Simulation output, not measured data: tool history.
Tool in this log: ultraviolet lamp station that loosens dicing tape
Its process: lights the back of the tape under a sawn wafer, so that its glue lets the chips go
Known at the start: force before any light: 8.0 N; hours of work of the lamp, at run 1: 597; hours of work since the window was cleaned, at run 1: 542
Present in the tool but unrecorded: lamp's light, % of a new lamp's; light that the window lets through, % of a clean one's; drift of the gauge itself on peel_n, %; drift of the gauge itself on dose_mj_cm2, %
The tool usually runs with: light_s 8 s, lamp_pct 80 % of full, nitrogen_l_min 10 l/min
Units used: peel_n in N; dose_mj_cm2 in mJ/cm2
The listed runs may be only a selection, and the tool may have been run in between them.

run,hour,light_s,lamp_pct,nitrogen_l_min,hours of work of the lamp,hours of work since the window was cleaned,peel_n,dose_mj_cm2
1,0.0,8,80,10,597,542,0.643,459
2,50.4,8,80,10,627,572,0.644,453
3,91.0,8,80,10,651,596,0.696,448
4,116.4,8,80,10,666,611,0.689,442
5,145.1,8,80,10,683,628,0.700,438
# hour 151.3: window cleaned of glue's vapour
6,184.6,8,80,10,707,20,0.790,417
7,221.3,8,80,10,728,42,0.795,419
# hour 260.7: window cleaned of glue's vapour, once more
8,271.7,8,80,10,758,7,0.692,449
9,301.4,8,80,10,775,24,0.697,445
10,356.4,8,80,10,808,57,0.743,433
11,392.3,8,80,10,829,78,0.745,429
12,431.0,8,80,10,852,101,0.735,421
13,462.1,11,99,8,871,119,0.250,716
14,502.1,11,99,8,895,143,0.260,712
15,540.2,11,99,8,917,166,0.255,696
16,568.6,5,84,10,934,183,1.719,264
17,613.2,5,84,10,960,209,1.809,266
18,636.3,5,84,10,974,223,1.822,259
19,672.9,4,80,10,996,245,2.645,195
20,722.1,11,80,4,1025,274,0.896,535
21,773.9,7,73,10,1056,304,1.415,303
22,809.0,7,73,10,1077,325,1.459,304
23,853.1,10,80,4,1103,351,1.182,463
24,897.3,8,85,10,1129,378,0.889,389

Each row is a separate what-if for the run after 24, all from the same tool condition, not one after another. Results?
A,925.6,10,71,3,1146,394,?,?
B,925.6,8,85,4,1146,394,?,?
C,925.6,8,85,14,1146,394,?,?
D,925.6,8,65,10,1146,394,?,?
E,925.6,8,77,10,1146,394,?,?

run,peel_n,dose_mj_cm2
A,1.751,399
B,1.612,387
C,0.799,384
D,1.523,290
E,1.164,348
Stripped of hidden state, with their random variation kept, the same runs would have yielded:
run,peel_n,dose_mj_cm2
A,0.697,659
B,0.619,639
C,0.243,633
D,0.560,480
E,0.380,574
